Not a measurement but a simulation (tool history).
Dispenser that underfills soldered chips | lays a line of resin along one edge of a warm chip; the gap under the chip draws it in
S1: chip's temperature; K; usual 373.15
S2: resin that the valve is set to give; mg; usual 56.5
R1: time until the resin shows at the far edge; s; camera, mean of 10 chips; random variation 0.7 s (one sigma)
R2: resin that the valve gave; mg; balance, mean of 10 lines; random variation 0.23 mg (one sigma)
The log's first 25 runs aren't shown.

| run | hour | S1 | S2 | R1 | R2 |
|---|---|---|---|---|---|
| 26 | 119.5 | 385.15 | 56.5 | 56.1 | 53.58 |
|  | 123 | new syringe of resin |
| 27 | 126.7 | 385.15 | 56.5 | 45.1 | 53.68 |
| 28 | 130.6 | 365.15 | 54.9 | 117.3 | 51.88 |
|  | 136.3 | new syringe of resin |
| 29 | 137 | 367.15 | 49.3 | 85.4 | 46.32 |
| 30 | 141.6 | 378.15 | 55 | 63.5 | 51.89 |
| 31 | 146.8 | 378.15 | 55 | 78.1 | 51.28 |
|  | 149.3 | new syringe of resin |
| 32 | 154 | 383.15 | 56.5 | 52 | 52.79 |
| 33 | 158.9 | 366.15 | 54.1 | 122 | 50.47 |

3 ways to go on from here, each from the tool as it stands after run 33. What would each give?
|  | 162.5 | new syringe of resin |
| A | 164.8 | 366.15 | 64.4 | ? | ? |
|  | 162.5 | new syringe of resin |
| B | 164.8 | 382.15 | 59 | ? | ? |
|  | 162.5 | new syringe of resin |
| C | 164.8 | 379.15 | 59.9 | ? | ? |

| run | R1 | R2 |
|---|---|---|
| A | 93.2 | 59.43 |
| B | 48.7 | 54.64 |
| C | 54.5 | 55.26 |
Without the tool's hidden state the same runs would have given:
| run | R1 | R2 |
|---|---|---|
| A | 83.3 | 64.24 |
| B | 43.4 | 59.07 |
| C | 48.7 | 59.74 |
